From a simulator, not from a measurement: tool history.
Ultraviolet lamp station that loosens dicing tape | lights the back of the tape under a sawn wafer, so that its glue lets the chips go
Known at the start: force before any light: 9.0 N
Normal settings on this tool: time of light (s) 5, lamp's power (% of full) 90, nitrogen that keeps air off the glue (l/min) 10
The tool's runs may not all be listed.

run     day  time of light (s)  lamp's power (% of full)  nitrogen that keeps air off the glue (l/min)  force that peels the tape off (N)  light that reached the tape (mJ/cm²)
  1       0                  5                        90                                            10                              0.252                                   648
  2   0.458                  5                        90                                            10                               0.27                                   647
  3   1.188                  5                        90                                            10                              0.259                                   648
  4   1.829                  5                        83                                            10                               0.28                                   597
  5   2.546                  5                        83                                            10                              0.285                                   597
  6   2.908                  5                        83                                            10                              0.286                                   597
  7   3.267                  5                        90                                            10                              0.268                                   645
  8   4.008                  5                        90                                             3                              0.624                                   645
  9   4.492                  5                        90                                             3                              0.613                                   638
 10   5.196                  7                        90                                            10                              0.199                                   893
 11   5.804                  5                        90                                            10                              0.249                                   644
 12    6.45                  5                        90                                            10                              0.251                                   639
      6.996  -- gauge calibrated
 13   7.258                  5                        90                                            10                              0.268                                   647
 14   7.912                  5                        90                                            10                              0.258                                   651
 15   8.529                  5                        90                                            10                              0.256                                   646
 16   9.246                  3                        84                                            10                              0.758                                   360
 17    9.65                  5                        84                                            10                               0.29                                   606
 18  10.425                  5                        84                                            10                              0.285                                   602
 19  11.112                  5                        84                                            15                              0.243                                   599
 20  11.479                  2                        96                                            15                              0.967                                   270
 21  11.879                  3                        96                                            11                              0.516                                   411
 22   12.25                  3                        96                                            11                              0.546                                   404
 23  12.738                  5                        90                                            15                              0.226                                   635
 24  13.512                  4                        64                                            12                              0.615                                   360
     13.983  -- window cleaned of glue's vapour
 25  14.038                  4                        64                                            12                              0.632                                   361
 26  14.729                  5                        91                                            10                              0.242                                   641
 27  15.196                  5                        87                                             5                              0.425                                   605
 28  15.688                  3                        76                                            10                              0.893                                   320
 29  16.179                  3                        76                                            10                              0.886                                   320

Forecast each of these 5 alternatives for the next run:
  A  16.554                  8                        95                                            17                                  ?                                     ?
  B  16.554                  5                        90                                             7                                  ?                                     ?
  C  16.554                  3                        70                                             6                                  ?                                     ?
  D  16.554                  2                        76                                            10                                  ?                                     ?
  E  16.554                  5                        63                                            10                                  ?                                     ?

run  force that peels the tape off (N)  light that reached the tape (mJ/cm²)
  A                              0.194                                  1053
  B                              0.312                                   627
  C                              1.525                                   289
  D                              1.954                                   209
  E                              0.468                                   438
Stripped of hidden state, with their random variation kept, the same runs would have yielded:
run  force that peels the tape off (N)  light that reached the tape (mJ/cm²)
  A                              0.194                                  1101
  B                               0.31                                   655
  C                              1.517                                   303
  D                              1.945                                   218
  E                              0.465                                   458
